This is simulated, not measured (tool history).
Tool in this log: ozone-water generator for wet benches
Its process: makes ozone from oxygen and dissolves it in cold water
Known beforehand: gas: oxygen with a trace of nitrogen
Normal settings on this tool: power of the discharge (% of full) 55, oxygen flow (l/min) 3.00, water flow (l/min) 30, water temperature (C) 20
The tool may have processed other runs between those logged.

run	hour	power of the discharge (% of full)	oxygen flow (l/min)	water flow (l/min)	water temperature (C)	dissolved ozone (ppm)	ozone in the gas ahead of the water (g/m3)
1	0.0	55	3.00	30	20	7.7	120.0
2	19.3	55	3.00	30	20	7.9	119.7
3	43.8	55	3.00	30	20	8.0	121.7
4	67.0	57	3.00	30	20	7.9	124.6
5	96.6	57	3.00	30	20	8.1	122.4
6	113.7	57	3.00	30	20	8.0	123.3
7	137.0	57	3.00	30	20	8.0	123.4
8	152.5	57	3.00	30	20	7.9	124.9
9	187.6	71	3.00	30	20	9.6	147.3
10	204.6	55	3.00	30	20	7.7	120.3
11	239.1	55	3.00	30	20	7.8	121.9
12	262.0	55	3.00	30	20	7.8	121.5
13	292.7	55	3.00	30	20	7.7	119.9
14	321.4	55	3.00	30	20	7.6	120.7
15	342.8	55	3.00	30	20	7.6	120.4
16	358.9	55	3.00	30	20	7.7	120.3
17	381.9	55	3.00	30	20	7.6	121.2
18	419.2	55	1.83	30	26	6.0	146.2
19	443.0	55	3.89	29	20	8.7	110.1
20	479.4	65	3.89	29	20	9.9	125.3
21	497.8	65	1.54	29	19	6.8	179.5
22	530.2	65	1.54	29	19	7.0	179.0
23	557.4	90	2.17	29	13	10.9	202.4
24	574.3	90	2.17	29	13	10.8	203.9
25	596.2	88	2.17	18	21	15.3	198.8
26	615.9	41	1.54	35	19	3.9	123.7
27	632.9	41	1.54	35	19	4.1	124.1
28	651.3	55	3.64	30	19	8.4	111.2
29	682.5	55	3.08	38	20	6.4	119.5
30	704.5	90	3.08	38	18	9.5	177.3
31	733.8	69	3.00	25	20	10.8	144.9
32	757.7	69	3.00	25	20	10.8	145.3
33	793.5	69	1.93	25	20	9.1	171.2

Missing from the log above: 1 entry noted between runs. For each, name the pair of listed runs it sits between and say how the tool's hidden condition differs from the listed run just before to the listed run just after:
From run 13 to run 14: contactor cleaned (hour 312.9)
  contactor's efficiency, % of a clean one's: 99.9 -> 100
